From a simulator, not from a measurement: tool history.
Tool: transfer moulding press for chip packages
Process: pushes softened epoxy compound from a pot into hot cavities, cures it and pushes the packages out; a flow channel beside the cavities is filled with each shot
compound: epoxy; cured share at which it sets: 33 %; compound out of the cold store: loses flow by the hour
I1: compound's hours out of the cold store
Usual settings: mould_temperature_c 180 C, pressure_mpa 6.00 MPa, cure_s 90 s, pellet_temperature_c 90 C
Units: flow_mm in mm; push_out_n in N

{"run": 1, "hour": 0.0, "mould_temperature_c": 180, "pressure_mpa": 6.0, "cure_s": 90, "pellet_temperature_c": 90, "I1": 46.0, "flow_mm": 573, "push_out_n": 471}
{"hour": 26.1, "done": "cavities cleaned with cleaning compound and waxed"}
{"hour": 77.7, "done": "cavities cleaned with cleaning compound and waxed"}
{"run": 2, "hour": 91.0, "mould_temperature_c": 180, "pressure_mpa": 6.0, "cure_s": 90, "pellet_temperature_c": 90, "I1": 35.7, "flow_mm": 605, "push_out_n": 478}
{"hour": 125.4, "done": "cavities cleaned with cleaning compound and waxed"}
{"hour": 172.6, "done": "cavities cleaned with cleaning compound and waxed"}
{"run": 3, "hour": 174.8, "mould_temperature_c": 180, "pressure_mpa": 6.0, "cure_s": 90, "pellet_temperature_c": 90, "I1": 10.2, "flow_mm": 678, "push_out_n": 496}
{"hour": 223.3, "done": "cavities cleaned with cleaning compound and waxed"}
{"run": 4, "hour": 236.6, "mould_temperature_c": 180, "pressure_mpa": 6.0, "cure_s": 90, "pellet_temperature_c": 90, "I1": 16.0, "flow_mm": 654, "push_out_n": 496}
{"hour": 269.7, "done": "cavities cleaned with cleaning compound and waxed"}
{"hour": 300.3, "done": "plunger's sealing rings changed"}
{"hour": 319.9, "done": "cavities cleaned with cleaning compound and waxed"}
{"run": 5, "hour": 326.0, "mould_temperature_c": 180, "pressure_mpa": 6.0, "cure_s": 128, "pellet_temperature_c": 90, "I1": 43.9, "flow_mm": 592, "push_out_n": 432}
{"hour": 365.5, "done": "cavities cleaned with cleaning compound and waxed"}
{"run": 6, "hour": 379.5, "mould_temperature_c": 180, "pressure_mpa": 6.0, "cure_s": 90, "pellet_temperature_c": 90, "I1": 35.2, "flow_mm": 619, "push_out_n": 499}
{"hour": 413.9, "done": "cavities cleaned with cleaning compound and waxed"}
{"hour": 466.0, "done": "cavities cleaned with cleaning compound and waxed"}
{"run": 7, "hour": 466.5, "mould_temperature_c": 180, "pressure_mpa": 6.0, "cure_s": 90, "pellet_temperature_c": 90, "I1": 16.8, "flow_mm": 658, "push_out_n": 482}
{"hour": 519.1, "done": "cavities cleaned with cleaning compound and waxed"}
{"run": 8, "hour": 548.5, "mould_temperature_c": 180, "pressure_mpa": 6.0, "cure_s": 90, "pellet_temperature_c": 90, "I1": 11.7, "flow_mm": 667, "push_out_n": 511}
{"hour": 569.5, "done": "cavities cleaned with cleaning compound and waxed"}
{"hour": 616.8, "done": "cavities cleaned with cleaning compound and waxed"}
{"run": 9, "hour": 624.7, "mould_temperature_c": 180, "pressure_mpa": 6.0, "cure_s": 90, "pellet_temperature_c": 90, "I1": 41.7, "flow_mm": 595, "push_out_n": 493}
{"hour": 665.9, "done": "cavities cleaned with cleaning compound and waxed"}
{"hour": 716.2, "done": "cavities cleaned with cleaning compound and waxed"}
{"run": 10, "hour": 722.3, "mould_temperature_c": 180, "pressure_mpa": 6.0, "cure_s": 108, "pellet_temperature_c": 90, "I1": 20.5, "flow_mm": 648, "push_out_n": 430}
{"hour": 764.0, "done": "cavities cleaned with cleaning compound and waxed"}
{"run": 11, "hour": 794.8, "mould_temperature_c": 180, "pressure_mpa": 6.0, "cure_s": 108, "pellet_temperature_c": 90, "I1": 40.8, "flow_mm": 589, "push_out_n": 431}
{"hour": 814.4, "done": "cavities cleaned with cleaning compound and waxed"}
{"run": 12, "hour": 850.2, "mould_temperature_c": 180, "pressure_mpa": 6.0, "cure_s": 121, "pellet_temperature_c": 90, "I1": 30.3, "flow_mm": 617, "push_out_n": 439}
{"hour": 859.7, "done": "cavities cleaned with cleaning compound and waxed"}
{"hour": 907.4, "done": "cavities cleaned with cleaning compound and waxed"}
{"hour": 917.4, "done": "plunger's sealing rings changed"}
{"run": 13, "hour": 950.2, "mould_temperature_c": 185, "pressure_mpa": 6.56, "cure_s": 90, "pellet_temperature_c": 84, "I1": 22.3, "flow_mm": 649, "push_out_n": 438}
{"hour": 955.9, "done": "cavities cleaned with cleaning compound and waxed"}
{"hour": 1005.9, "done": "cavities cleaned with cleaning compound and waxed"}
{"run": 14, "hour": 1045.3, "mould_temperature_c": 173, "pressure_mpa": 6.0, "cure_s": 90, "pellet_temperature_c": 90, "I1": 28.0, "flow_mm": 645, "push_out_n": 756}
{"hour": 1054.5, "done": "cavities cleaned with cleaning compound and waxed"}
{"run": 15, "hour": 1087.1, "mould_temperature_c": 180, "pressure_mpa": 6.37, "cure_s": 90, "pellet_temperature_c": 90, "I1": 39.5, "flow_mm": 609, "push_out_n": 496}
{"hour": 1103.3, "done": "cavities cleaned with cleaning compound and waxed"}
{"hour": 1148.5, "done": "cavities cleaned with cleaning compound and waxed"}
{"run": 16, "hour": 1183.8, "mould_temperature_c": 179, "pressure_mpa": 6.0, "cure_s": 72, "pellet_temperature_c": 87, "I1": 17.9, "flow_mm": 662, "push_out_n": 822}
{"hour": 1193.7, "done": "cavities cleaned with cleaning compound and waxed"}
{"run": 17, "hour": 1225.8, "mould_temperature_c": 176, "pressure_mpa": 4.51, "cure_s": 114, "pellet_temperature_c": 93, "I1": 41.9, "flow_mm": 523, "push_out_n": 478}
{"hour": 1240.5, "done": "cavities cleaned with cleaning compound and waxed"}
{"hour": 1254.5, "done": "mould's thermocouples calibrated"}
{"hour": 1288.8, "done": "cavities cleaned with cleaning compound and waxed"}
{"run": 18, "hour": 1293.2, "mould_temperature_c": 176, "pressure_mpa": 4.51, "cure_s": 114, "pellet_temperature_c": 93, "I1": 29.2, "flow_mm": 551, "push_out_n": 436}
{"hour": 1337.9, "done": "cavities cleaned with cleaning compound and waxed"}
{"hour": 1388.2, "done": "cavities cleaned with cleaning compound and waxed"}
{"run": 19, "hour": 1390.8, "mould_temperature_c": 183, "pressure_mpa": 4.89, "cure_s": 114, "pellet_temperature_c": 92, "I1": 18.5, "flow_mm": 581, "push_out_n": 428}
{"hour": 1439.2, "done": "cavities cleaned with cleaning compound and waxed"}
{"run": 20, "hour": 1439.2, "mould_temperature_c": 183, "pressure_mpa": 4.89, "cure_s": 114, "pellet_temperature_c": 92, "I1": 41.0, "flow_mm": 519, "push_out_n": 425}
{"hour": 1490.5, "done": "cavities cleaned with cleaning compound and waxed"}
{"run": 21, "hour": 1523.3, "mould_temperature_c": 173, "pressure_mpa": 4.89, "cure_s": 121, "pellet_temperature_c": 100, "I1": 10.9, "flow_mm": 633, "push_out_n": 487}
{"hour": 1532.6, "done": "plunger's sealing rings changed"}
{"hour": 1541.8, "done": "cavities cleaned with cleaning compound and waxed"}
{"hour": 1592.1, "done": "cavities cleaned with cleaning compound and waxed"}
{"run": 22, "hour": 1609.1, "mould_temperature_c": 175, "pressure_mpa": 6.0, "cure_s": 90, "pellet_temperature_c": 90, "I1": 45.3, "flow_mm": 600, "push_out_n": 600}
{"hour": 1640.3, "done": "cavities cleaned with cleaning compound and waxed"}
{"run": 23, "hour": 1683.6, "mould_temperature_c": 175, "pressure_mpa": 6.0, "cure_s": 90, "pellet_temperature_c": 90, "I1": 13.1, "flow_mm": 693, "push_out_n": 679}
{"hour": 1691.2, "done": "cavities cleaned with cleaning compound and waxed"}
{"hour": 1739.8, "done": "cavities cleaned with cleaning compound and waxed"}
{"run": 24, "hour": 1771.5, "mould_temperature_c": 181, "pressure_mpa": 7.39, "cure_s": 75, "pellet_temperature_c": 90, "I1": 46.8, "flow_mm": 635, "push_out_n": 608}

Forecast each of these 4 alternatives for the next run:
{"hour": 1785.1, "done": "cavities cleaned with cleaning compound and waxed"}
{"hour": 1832.3, "done": "cavities cleaned with cleaning compound and waxed"}
{"run": "A", "hour": 1843.9, "mould_temperature_c": 188, "pressure_mpa": 6.0, "cure_s": 90, "pellet_temperature_c": 96, "I1": 15.6, "flow_mm": "?", "push_out_n": "?"}
{"hour": 1785.1, "done": "cavities cleaned with cleaning compound and waxed"}
{"hour": 1832.3, "done": "cavities cleaned with cleaning compound and waxed"}
{"run": "B", "hour": 1843.9, "mould_temperature_c": 181, "pressure_mpa": 7.39, "cure_s": 97, "pellet_temperature_c": 90, "I1": 36.6, "flow_mm": "?", "push_out_n": "?"}
{"hour": 1785.1, "done": "cavities cleaned with cleaning compound and waxed"}
{"hour": 1832.3, "done": "cavities cleaned with cleaning compound and waxed"}
{"run": "C", "hour": 1843.9, "mould_temperature_c": 182, "pressure_mpa": 4.92, "cure_s": 75, "pellet_temperature_c": 98, "I1": 21.0, "flow_mm": "?", "push_out_n": "?"}
{"hour": 1785.1, "done": "cavities cleaned with cleaning compound and waxed"}
{"hour": 1832.3, "done": "cavities cleaned with cleaning compound and waxed"}
{"run": "D", "hour": 1843.9, "mould_temperature_c": 181, "pressure_mpa": 5.33, "cure_s": 75, "pellet_temperature_c": 90, "I1": 30.8, "flow_mm": "?", "push_out_n": "?"}

run=A flow_mm=637 push_out_n=431
run=B flow_mm=664 push_out_n=460
run=C flow_mm=588 push_out_n=586
run=D flow_mm=577 push_out_n=646
Without the tool's hidden state the same runs would have given:
run=A flow_mm=637 push_out_n=429
run=B flow_mm=665 push_out_n=457
run=C flow_mm=589 push_out_n=582
run=D flow_mm=577 push_out_n=642
